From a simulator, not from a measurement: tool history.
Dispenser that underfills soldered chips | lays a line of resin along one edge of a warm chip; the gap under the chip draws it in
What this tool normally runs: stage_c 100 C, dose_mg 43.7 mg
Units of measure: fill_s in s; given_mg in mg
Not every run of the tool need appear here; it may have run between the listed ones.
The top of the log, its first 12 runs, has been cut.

{"run": 13, "day": 1.825, "stage_c": 85, "dose_mg": 43.7, "fill_s": 574.6, "given_mg": 41.77}
{"day": 1.996, "done": "new syringe of resin"}
{"run": 14, "day": 2.021, "stage_c": 100, "dose_mg": 56.5, "fill_s": 194, "given_mg": 53.95}
{"run": 15, "day": 2.225, "stage_c": 100, "dose_mg": 56.5, "fill_s": 242.6, "given_mg": 53.93}
{"run": 16, "day": 2.329, "stage_c": 100, "dose_mg": 52.5, "fill_s": 276, "given_mg": 49.7}
{"run": 17, "day": 2.488, "stage_c": 100, "dose_mg": 43.7, "fill_s": 337.3, "given_mg": 41.42}
{"day": 2.542, "done": "new syringe of resin"}
{"run": 18, "day": 2.712, "stage_c": 100, "dose_mg": 43.7, "fill_s": 234.2, "given_mg": 41.9}
{"run": 19, "day": 2.908, "stage_c": 101, "dose_mg": 54.7, "fill_s": 280.9, "given_mg": 52.02}
{"day": 3.083, "done": "new syringe of resin"}
{"run": 20, "day": 3.108, "stage_c": 101, "dose_mg": 54.7, "fill_s": 187.6, "given_mg": 51.63}
{"run": 21, "day": 3.254, "stage_c": 101, "dose_mg": 54.7, "fill_s": 222.3, "given_mg": 51.52}
{"run": 22, "day": 3.446, "stage_c": 105, "dose_mg": 41.9, "fill_s": 236.9, "given_mg": 39.43}
{"day": 3.621, "done": "new syringe of resin"}
{"run": 23, "day": 3.629, "stage_c": 105, "dose_mg": 41.9, "fill_s": 156.7, "given_mg": 39.6}
{"run": 24, "day": 3.725, "stage_c": 105, "dose_mg": 41.9, "fill_s": 174.4, "given_mg": 39.39}
{"run": 25, "day": 3.925, "stage_c": 97, "dose_mg": 55.4, "fill_s": 304.1, "given_mg": 52.4}
{"run": 26, "day": 4.092, "stage_c": 97, "dose_mg": 55.4, "fill_s": 363.6, "given_mg": 52.2}
{"day": 4.158, "done": "new syringe of resin"}
{"day": 4.221, "done": "dispensing valve cleaned and set on the balance"}
{"run": 27, "day": 4.254, "stage_c": 111, "dose_mg": 50.9, "fill_s": 128.3, "given_mg": 50.99}
{"run": 28, "day": 4.446, "stage_c": 109, "dose_mg": 46, "fill_s": 173.2, "given_mg": 45.93}
{"run": 29, "day": 4.592, "stage_c": 92, "dose_mg": 40.7, "fill_s": 428.8, "given_mg": 40.6}
{"day": 4.742, "done": "new syringe of resin"}
{"run": 30, "day": 4.762, "stage_c": 92, "dose_mg": 40.7, "fill_s": 273.8, "given_mg": 40.58}
{"run": 31, "day": 4.967, "stage_c": 101, "dose_mg": 45.5, "fill_s": 233.4, "given_mg": 45.51}
{"run": 32, "day": 5.075, "stage_c": 101, "dose_mg": 45.5, "fill_s": 267.7, "given_mg": 45.42}
{"run": 33, "day": 5.183, "stage_c": 101, "dose_mg": 45.5, "fill_s": 299.5, "given_mg": 45.41}
{"day": 5.283, "done": "new syringe of resin"}
{"run": 34, "day": 5.288, "stage_c": 110, "dose_mg": 44.3, "fill_s": 127.7, "given_mg": 43.96}
{"run": 35, "day": 5.458, "stage_c": 96, "dose_mg": 44.3, "fill_s": 277, "given_mg": 44.31}

Branching from run 35: 4 alternative next runs. What would each branch give?
{"run": "A", "day": 5.604, "stage_c": 114, "dose_mg": 38.2, "fill_s": "?", "given_mg": "?"}
{"run": "B", "day": 5.604, "stage_c": 96, "dose_mg": 38.3, "fill_s": "?", "given_mg": "?"}
{"run": "C", "day": 5.604, "stage_c": 86, "dose_mg": 54.8, "fill_s": "?", "given_mg": "?"}
{"run": "D", "day": 5.604, "stage_c": 88, "dose_mg": 53.8, "fill_s": "?", "given_mg": "?"}

run=A fill_s=159.5 given_mg=38.02
run=B fill_s=328.5 given_mg=38.25
run=C fill_s=505.5 given_mg=54.48
run=D fill_s=452.8 given_mg=53.36
Stripped of hidden state, with their random variation kept, the same runs would have yielded:
run=A fill_s=111.6 given_mg=38.26
run=B fill_s=230 given_mg=38.49
run=C fill_s=355 given_mg=54.82
run=D fill_s=317.6 given_mg=53.7
